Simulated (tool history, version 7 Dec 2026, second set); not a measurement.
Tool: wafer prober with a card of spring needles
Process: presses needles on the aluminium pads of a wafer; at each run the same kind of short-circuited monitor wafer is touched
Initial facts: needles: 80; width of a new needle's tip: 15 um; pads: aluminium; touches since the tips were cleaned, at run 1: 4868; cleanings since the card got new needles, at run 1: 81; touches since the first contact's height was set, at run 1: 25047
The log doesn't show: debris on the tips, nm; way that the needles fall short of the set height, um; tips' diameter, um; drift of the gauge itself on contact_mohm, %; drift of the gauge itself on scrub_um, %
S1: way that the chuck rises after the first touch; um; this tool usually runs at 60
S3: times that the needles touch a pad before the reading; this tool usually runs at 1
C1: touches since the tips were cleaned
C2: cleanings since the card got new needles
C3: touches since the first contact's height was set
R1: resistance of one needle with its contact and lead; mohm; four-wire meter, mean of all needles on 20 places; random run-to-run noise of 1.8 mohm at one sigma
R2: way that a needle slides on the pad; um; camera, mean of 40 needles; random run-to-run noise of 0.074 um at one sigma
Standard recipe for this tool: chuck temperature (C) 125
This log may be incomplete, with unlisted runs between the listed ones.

Run 1, hour 0: usual settings; C1 4868; C2 81; C3 25047. Result: R1 343 mohm, R2 16.32 um.
At hour 7.1: tips cleaned on abrasive film.
At hour 24.8: tips cleaned on abrasive film.
At hour 39: tips cleaned on abrasive film.
At hour 56.6: tips cleaned on abrasive film.
At hour 70.8: tips cleaned on abrasive film.
At hour 87.9: tips cleaned on abrasive film.
Run 2, hour 87.9: usual settings but chuck temperature (C) 48; C1 0; C2 87; C3 66808. Result: R1 189 mohm, R2 16.08 um.
At hour 105.6: tips cleaned on abrasive film.
At hour 123.3: tips cleaned on abrasive film.
At hour 137.4: tips cleaned on abrasive film.
At hour 155.1: tips cleaned on abrasive film.
At hour 172.8: tips cleaned on abrasive film.
Run 3, hour 182.2: usual settings but chuck temperature (C) 48; C1 4494; C2 92; C3 111659. Result: R1 352 mohm, R2 15.87 um.
At hour 189.3: tips cleaned on abrasive film.
At hour 203.5: tips cleaned on abrasive film.
At hour 221.1: tips cleaned on abrasive film.
At hour 238.8: tips cleaned on abrasive film.
Run 4, hour 241.2: usual settings but S1 78 um, chuck temperature (C) 48; C1 1142; C2 96; C3 139707. Result: R1 230 mohm, R2 20.55 um.
At hour 255.4: tips cleaned on abrasive film.
At hour 269.5: tips cleaned on abrasive film.
At hour 280.4: height of the first contact set anew.
At hour 287.5: tips cleaned on abrasive film.
Run 5, hour 299.6: usual settings but S1 78 um, chuck temperature (C) 48; C1 5806; C2 99; C3 9169. Result: R1 290 mohm, R2 19.99 um.
At hour 303.2: tips cleaned on abrasive film.
At hour 317.4: tips cleaned on abrasive film.
At hour 335.1: tips cleaned on abrasive film.
At hour 352.8: tips cleaned on abrasive film.
Run 6, hour 363.9: usual settings but S1 78 um, chuck temperature (C) 97; C1 5343; C2 103; C3 39735. Result: R1 294 mohm, R2 20.05 um.
At hour 367.5: tips cleaned on abrasive film.
At hour 385.2: tips cleaned on abrasive film.
At hour 399.4: tips cleaned on abrasive film.
At hour 417.1: tips cleaned on abrasive film.
At hour 434.7: tips cleaned on abrasive film.
Run 7, hour 439.6: usual settings but S1 78 um, chuck temperature (C) 97; C1 2341; C2 108; C3 75707. Result: R1 280 mohm, R2 19.83 um.
At hour 450.3: tips cleaned on abrasive film.
At hour 467.9: tips cleaned on abrasive film.
At hour 485.6: tips cleaned on abrasive film.
At hour 496.5: height of the first contact set anew, once more.
At hour 503.6: tips cleaned on abrasive film.
At hour 521.3: tips cleaned on abrasive film.
Run 8, hour 531.7: usual settings but chuck temperature (C) 123; C1 4987; C2 113; C3 16759. Result: R1 350 mohm, R2 16.38 um.
At hour 538.8: tips cleaned on abrasive film.
At hour 556.5: tips cleaned on abrasive film.
At hour 574.2: tips cleaned on abrasive film.
Run 9, hour 579.7: usual settings but chuck temperature (C) 123; C1 2629; C2 116; C3 39567. Result: R1 337 mohm, R2 16.17 um.
At hour 590.3: tips cleaned on abrasive film.
At hour 608: tips cleaned on abrasive film.
At hour 625.7: tips cleaned on abrasive film.
Run 10, hour 628: usual settings but chuck temperature (C) 123; C1 1135; C2 119; C3 62562. Result: R1 279 mohm, R2 16.1 um.
At hour 642.2: tips cleaned on abrasive film.
At hour 656.4: tips cleaned on abrasive film.
At hour 674: tips cleaned on abrasive film.
At hour 691.7: tips cleaned on abrasive film.
At hour 705.9: tips cleaned on abrasive film.
Run 11, hour 707.1: usual settings; C1 582; C2 124; C3 100138. Result: R1 267 mohm, R2 15.93 um.
At hour 721.3: tips cleaned on abrasive film.
At hour 735.4: tips cleaned on abrasive film.
Run 12, hour 746.1: usual settings; C1 5103; C2 126; C3 118694. Result: R1 374 mohm, R2 15.73 um.
At hour 749.7: tips cleaned on abrasive film.
At hour 763.8: tips cleaned on abrasive film.
At hour 781.5: tips cleaned on abrasive film.
At hour 795.7: tips cleaned on abrasive film.
At hour 810.1: tips cleaned on abrasive film.
Run 13, hour 810.1: usual settings; C1 0; C2 131; C3 149092. Result: R1 221 mohm, R2 15.48 um.
At hour 827.8: tips cleaned on abrasive film.
At hour 828.1: height of the first contact set anew.
At hour 845.8: tips cleaned on abrasive film.
At hour 863.5: tips cleaned on abrasive film.
At hour 881.1: tips cleaned on abrasive film.
At hour 897.3: tips cleaned on abrasive film.
Run 14, hour 897.3: usual settings but S1 48 um; C1 0; C2 136; C3 32923. Result: R1 228 mohm, R2 12.86 um.
At hour 915: tips cleaned on abrasive film.
At hour 932.7: tips cleaned on abrasive film.
At hour 946.8: tips cleaned on abrasive film.
At hour 964.5: tips cleaned on abrasive film.
Run 15, hour 964.7: usual settings but S1 45 um, chuck temperature (C) 39, S3 2; C1 84; C2 140; C3 64957. Result: R1 219 mohm, R2 11.94 um.
At hour 978.8: tips cleaned on abrasive film.
At hour 996.5: tips cleaned on abrasive film.
At hour 1010.7: tips cleaned on abrasive film.
At hour 1028.4: tips cleaned on abrasive film.
Run 16, hour 1035.6: usual settings but chuck temperature (C) 29; C1 3463; C2 144; C3 98678. Result: R1 372 mohm, R2 15.85 um.
At hour 1042.7: tips cleaned on abrasive film.
At hour 1056.9: tips cleaned on abrasive film.
At hour 1074.5: tips cleaned on abrasive film.
At hour 1088.7: tips cleaned on abrasive film.
At hour 1106.4: tips cleaned on abrasive film.
Run 17, hour 1106.6: usual settings but chuck temperature (C) 29; C1 91; C2 149; C3 132395. Result: R1 202 mohm, R2 15.66 um.
At hour 1120.7: tips cleaned on abrasive film.
At hour 1134.9: tips cleaned on abrasive film.
At hour 1152.6: tips cleaned on abrasive film.
At hour 1159.9: height of the first contact set anew.
At hour 1167: tips cleaned on abrasive film.
Run 18, hour 1175.6: usual settings but chuck temperature (C) 29; C1 4101; C2 153; C3 7465. Result: R1 377 mohm, R2 16.48 um.
At hour 1182.7: tips cleaned on abrasive film.
At hour 1200.4: tips cleaned on abrasive film.
At hour 1218.1: tips cleaned on abrasive film.
At hour 1235.8: tips cleaned on abrasive film.
Run 19, hour 1244.2: usual settings but S1 58 um, chuck temperature (C) 57, S3 2; C1 4058; C2 157; C3 40110. Result: R1 309 mohm, R2 15.63 um.
At hour 1251.4: tips cleaned on abrasive film.
At hour 1269.1: tips cleaned on abrasive film.
At hour 1283.2: tips cleaned on abrasive film.
At hour 1300.9: tips cleaned on abrasive film.
Run 20, hour 1309.5: usual settings but S1 41 um, chuck temperature (C) 28; C1 4124; C2 161; C3 71138. Result: R1 641 mohm, R2 10.86 um.
At hour 1316.6: tips cleaned on abrasive film.
At hour 1330.8: tips cleaned on abrasive film.
At hour 1348.5: tips cleaned on abrasive film.
At hour 1362.6: tips cleaned on abrasive film.
At hour 1380.3: tips cleaned on abrasive film.
Run 21, hour 1386.7: usual settings but S1 52 um, chuck temperature (C) 38; C1 3052; C2 166; C3 107822. Result: R1 463 mohm, R2 13.72 um.
At hour 1397.3: tips cleaned on abrasive film.
At hour 1415: tips cleaned on abrasive film.
At hour 1432.7: tips cleaned on abrasive film.
At hour 1450.4: tips cleaned on abrasive film.
At hour 1468: tips cleaned on abrasive film.
Run 22, hour 1479.6: usual settings but chuck temperature (C) 48; C1 5523; C2 171; C3 152021. Result: R1 420 mohm, R2 15.64 um.

4 options for the next run, each taken on its own from the tool as it stands now. Forecast them:
At hour 1483.2: tips cleaned on abrasive film.
At hour 1490.5: height of the first contact set anew.
At hour 1501.2: tips cleaned on abrasive film.
At hour 1515.3: tips cleaned on abrasive film.
At hour 1533: tips cleaned on abrasive film.
At hour 1550.7: tips cleaned on abrasive film.
At hour 1568.4: tips cleaned on abrasive film.
Run A, hour 1574.5: usual settings; C1 2932; C2 177; C3 39927. Result: R1 ?, R2 ?.
At hour 1483.2: tips cleaned on abrasive film.
At hour 1490.5: height of the first contact set anew.
At hour 1501.2: tips cleaned on abrasive film.
At hour 1515.3: tips cleaned on abrasive film.
At hour 1533: tips cleaned on abrasive film.
At hour 1550.7: tips cleaned on abrasive film.
At hour 1568.4: tips cleaned on abrasive film.
Run B, hour 1574.5: usual settings but S1 58 um, chuck temperature (C) 110; C1 2932; C2 177; C3 39927. Result: R1 ?, R2 ?.
At hour 1483.2: tips cleaned on abrasive film.
At hour 1490.5: height of the first contact set anew.
At hour 1501.2: tips cleaned on abrasive film.
At hour 1515.3: tips cleaned on abrasive film.
At hour 1533: tips cleaned on abrasive film.
At hour 1550.7: tips cleaned on abrasive film.
At hour 1568.4: tips cleaned on abrasive film.
Run C, hour 1574.5: usual settings but chuck temperature (C) 99; C1 2932; C2 177; C3 39927. Result: R1 ?, R2 ?.
At hour 1483.2: tips cleaned on abrasive film.
At hour 1490.5: height of the first contact set anew.
At hour 1501.2: tips cleaned on abrasive film.
At hour 1515.3: tips cleaned on abrasive film.
At hour 1533: tips cleaned on abrasive film.
At hour 1550.7: tips cleaned on abrasive film.
At hour 1568.4: tips cleaned on abrasive film.
Run D, hour 1574.5: usual settings but S1 50 um, chuck temperature (C) 107, S3 2; C1 2932; C2 177; C3 39927. Result: R1 ?, R2 ?.

run   R1     R2
  A  372  16.07
  B  385  15.65
  C  372  16.15
  D  356  13.48
Take away the tool's hidden state, keep each run's random variation, and the runs would have read:
run   R1     R2
  A  193  16.22
  B  192   15.8
  C  187   16.3
  D  195  13.63
